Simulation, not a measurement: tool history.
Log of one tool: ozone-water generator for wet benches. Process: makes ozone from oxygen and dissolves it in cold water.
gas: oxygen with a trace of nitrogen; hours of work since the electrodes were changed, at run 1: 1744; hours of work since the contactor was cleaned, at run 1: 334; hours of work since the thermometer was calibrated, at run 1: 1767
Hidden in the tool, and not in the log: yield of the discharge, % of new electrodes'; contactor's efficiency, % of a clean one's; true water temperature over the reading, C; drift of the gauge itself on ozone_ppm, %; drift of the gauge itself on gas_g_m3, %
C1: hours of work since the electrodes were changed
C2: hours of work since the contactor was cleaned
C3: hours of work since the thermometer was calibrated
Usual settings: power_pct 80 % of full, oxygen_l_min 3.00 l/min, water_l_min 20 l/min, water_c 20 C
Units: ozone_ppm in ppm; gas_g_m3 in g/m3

Run 1, hour 0.0: usual settings; C1 1744; C2 334; C3 1767. Result: ozone_ppm 14.4 ppm, gas_g_m3 192.1 g/m3.
Run 2, hour 44.1: usual settings; C1 1780; C2 369; C3 1803. Result: ozone_ppm 14.7 ppm, gas_g_m3 192.4 g/m3.
Run 3, hour 76.9: usual settings but water_l_min 14 l/min; C1 1807; C2 396; C3 1829. Result: ozone_ppm 19.1 ppm, gas_g_m3 191.3 g/m3.
Run 4, hour 110.1: usual settings but water_l_min 14 l/min; C1 1833; C2 423; C3 1856. Result: ozone_ppm 19.2 ppm, gas_g_m3 190.7 g/m3.
Run 5, hour 166.9: usual settings but water_c 14 C; C1 1879; C2 468; C3 1902. Result: ozone_ppm 15.5 ppm, gas_g_m3 190.6 g/m3.
Run 6, hour 224.6: usual settings; C1 1926; C2 515; C3 1948. Result: ozone_ppm 14.2 ppm, gas_g_m3 190.6 g/m3.
Run 7, hour 282.6: usual settings but oxygen_l_min 3.16 l/min; C1 1973; C2 562; C3 1995. Result: ozone_ppm 14.8 ppm, gas_g_m3 188.6 g/m3.
Run 8, hour 331.7: usual settings; C1 2012; C2 602; C3 2035. Result: ozone_ppm 14.3 ppm, gas_g_m3 191.3 g/m3.
Run 9, hour 380.7: usual settings; C1 2052; C2 641; C3 2075. Result: ozone_ppm 14.4 ppm, gas_g_m3 190.7 g/m3.
Run 10, hour 409.2: usual settings; C1 2075; C2 664; C3 2098. Result: ozone_ppm 14.6 ppm, gas_g_m3 191.4 g/m3.
Run 11, hour 457.6: usual settings but power_pct 64 % of full, oxygen_l_min 3.88 l/min, water_l_min 14 l/min, water_c 23 C; C1 2114; C2 703; C3 2137. Result: ozone_ppm 17.0 ppm, gas_g_m3 156.0 g/m3.
Run 12, hour 488.8: usual settings but power_pct 64 % of full, oxygen_l_min 3.88 l/min, water_l_min 15 l/min, water_c 23 C; C1 2139; C2 728; C3 2162. Result: ozone_ppm 16.6 ppm, gas_g_m3 154.7 g/m3.
Run 13, hour 539.7: usual settings but water_c 24 C; C1 2180; C2 770; C3 2203. Result: ozone_ppm 13.8 ppm, gas_g_m3 190.9 g/m3.
Run 14, hour 566.7: usual settings but power_pct 88 % of full, oxygen_l_min 1.76 l/min, water_l_min 12 l/min, water_c 14 C; C1 2202; C2 791; C3 2225. Result: ozone_ppm 20.6 ppm, gas_g_m3 236.3 g/m3.
Run 15, hour 624.0: usual settings but power_pct 88 % of full, oxygen_l_min 2.15 l/min, water_l_min 12 l/min, water_c 16 C; C1 2248; C2 838; C3 2271. Result: ozone_ppm 21.4 ppm, gas_g_m3 223.6 g/m3.
Run 16, hour 674.3: usual settings but power_pct 47 % of full; C1 2289; C2 878; C3 2312. Result: ozone_ppm 10.6 ppm, gas_g_m3 139.9 g/m3.
Run 17, hour 723.1: usual settings but power_pct 47 % of full, water_c 13 C; C1 2328; C2 918; C3 2351. Result: ozone_ppm 11.4 ppm, gas_g_m3 141.9 g/m3.
Run 18, hour 779.4: usual settings but power_pct 71 % of full, oxygen_l_min 3.18 l/min, water_l_min 18 l/min, water_c 27 C; C1 2374; C2 963; C3 2397. Result: ozone_ppm 13.5 ppm, gas_g_m3 174.6 g/m3.
Run 19, hour 811.4: usual settings but power_pct 65 % of full, oxygen_l_min 1.53 l/min; C1 2400; C2 989; C3 2422. Result: ozone_ppm 9.8 ppm, gas_g_m3 211.9 g/m3.
Run 20, hour 875.5: usual settings but power_pct 83 % of full, oxygen_l_min 4.25 l/min, water_l_min 18 l/min, water_c 14 C; C1 2451; C2 1041; C3 2474. Result: ozone_ppm 18.9 ppm, gas_g_m3 173.3 g/m3.

Forecast each of these 5 alternatives for the next run:
Run A, hour 914.7: usual settings but water_l_min 15 l/min, water_c 19 C; C1 2483; C2 1072; C3 2506. Result: ozone_ppm ?, gas_g_m3 ?.
Run B, hour 914.7: usual settings but power_pct 83 % of full, oxygen_l_min 4.25 l/min, water_l_min 18 l/min; C1 2483; C2 1072; C3 2506. Result: ozone_ppm ?, gas_g_m3 ?.
Run C, hour 914.7: usual settings but power_pct 61 % of full, water_l_min 13 l/min; C1 2483; C2 1072; C3 2506. Result: ozone_ppm ?, gas_g_m3 ?.
Run D, hour 914.7: usual settings but power_pct 88 % of full, oxygen_l_min 3.24 l/min, water_l_min 18 l/min, water_c 14 C; C1 2483; C2 1072; C3 2506. Result: ozone_ppm ?, gas_g_m3 ?.
Run E, hour 914.7: usual settings but power_pct 83 % of full, oxygen_l_min 1.70 l/min, water_l_min 16 l/min, water_c 21 C; C1 2483; C2 1072; C3 2506. Result: ozone_ppm ?, gas_g_m3 ?.

run  ozone_ppm  gas_g_m3
  A       18.1     189.9
  B       17.5     170.5
  C       17.2     163.0
  D       17.9     195.2
  E       14.2     233.4
Without the tool's hidden state the same runs would have given:
run  ozone_ppm  gas_g_m3
  A       19.2     199.2
  B       18.5     179.0
  C       18.0     169.8
  D       19.0     205.2
  E       15.1     245.1
